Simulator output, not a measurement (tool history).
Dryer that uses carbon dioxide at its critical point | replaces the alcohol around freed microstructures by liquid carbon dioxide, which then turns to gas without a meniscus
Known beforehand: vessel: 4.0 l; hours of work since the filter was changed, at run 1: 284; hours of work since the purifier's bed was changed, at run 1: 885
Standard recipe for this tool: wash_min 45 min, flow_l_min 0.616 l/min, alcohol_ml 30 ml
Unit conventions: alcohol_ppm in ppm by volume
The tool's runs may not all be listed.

| run | hour | wash_min | flow_l_min | alcohol_ml | hours of work since the filter was changed | hours of work since the purifier's bed was changed | alcohol_ppm |
|---|---|---|---|---|---|---|---|
| 1 | 0.0 | 45 | 0.616 | 30 | 284 | 885 | 90 |
| 2 | 28.1 | 45 | 0.616 | 30 | 304 | 906 | 90 |
| 3 | 58.0 | 45 | 0.616 | 30 | 326 | 927 | 101 |
| 4 | 91.6 | 45 | 0.616 | 30 | 350 | 952 | 97 |
| 5 | 126.9 | 45 | 0.616 | 30 | 375 | 977 | 98 |
| 6 | 144.4 | 45 | 0.616 | 30 | 388 | 990 | 107 |
| 7 | 179.4 | 45 | 0.616 | 30 | 413 | 1015 | 108 |
| 8 | 197.7 | 45 | 0.616 | 30 | 427 | 1028 | 105 |
|  | 208.2 | purifier's bed changed |
| 9 | 230.8 | 45 | 0.616 | 75 | 449 | 16 | 77 |
| 10 | 268.9 | 45 | 0.616 | 75 | 476 | 44 | 85 |
| 11 | 299.8 | 45 | 0.616 | 75 | 498 | 66 | 95 |
| 12 | 330.0 | 45 | 0.616 | 30 | 520 | 88 | 48 |
| 13 | 347.4 | 45 | 0.616 | 30 | 533 | 101 | 53 |
|  | 351.9 | inlet filter changed |
| 14 | 387.1 | 45 | 0.616 | 30 | 25 | 129 | 30 |
| 15 | 416.7 | 45 | 0.616 | 30 | 47 | 150 | 38 |
| 16 | 437.0 | 45 | 0.616 | 30 | 62 | 165 | 37 |
| 17 | 471.5 | 49 | 0.381 | 30 | 86 | 190 | 125 |
| 18 | 490.0 | 38 | 1.029 | 93 | 100 | 203 | 26 |
| 19 | 524.1 | 50 | 1.029 | 33 | 125 | 228 | 20 |
| 20 | 541.6 | 53 | 0.495 | 30 | 137 | 240 | 43 |
| 21 | 576.6 | 53 | 0.868 | 70 | 163 | 266 | 22 |
| 22 | 612.0 | 62 | 0.688 | 28 | 188 | 291 | 31 |
| 23 | 638.7 | 68 | 0.491 | 28 | 207 | 311 | 27 |
| 24 | 667.6 | 45 | 0.616 | 72 | 228 | 332 | 82 |
| 25 | 692.7 | 31 | 0.410 | 70 | 247 | 350 | 1255 |
| 26 | 709.8 | 46 | 0.687 | 30 | 259 | 362 | 39 |
| 27 | 729.2 | 46 | 0.687 | 30 | 273 | 376 | 52 |
| 28 | 761.6 | 45 | 0.875 | 70 | 296 | 400 | 43 |

Alternative continuations, all from the tool just after run 28; predict every row:
| A | 791.4 | 36 | 0.616 | 63 | 318 | 421 | ? |
| B | 791.4 | 45 | 0.666 | 30 | 318 | 421 | ? |
| C | 791.4 | 46 | 0.616 | 30 | 318 | 421 | ? |
| D | 791.4 | 33 | 0.717 | 22 | 318 | 421 | ? |
| E | 791.4 | 63 | 0.875 | 70 | 318 | 421 | ? |

| run | alcohol_ppm |
|---|---|
| A | 198 |
| B | 47 |
| C | 57 |
| D | 70 |
| E | 35 |
With the hidden condition removed and each run's random variation left untouched, the same runs would have given:
| run | alcohol_ppm |
|---|---|
| A | 103 |
| B | 9 |
| C | 17 |
| D | 22 |
| E | 5 |
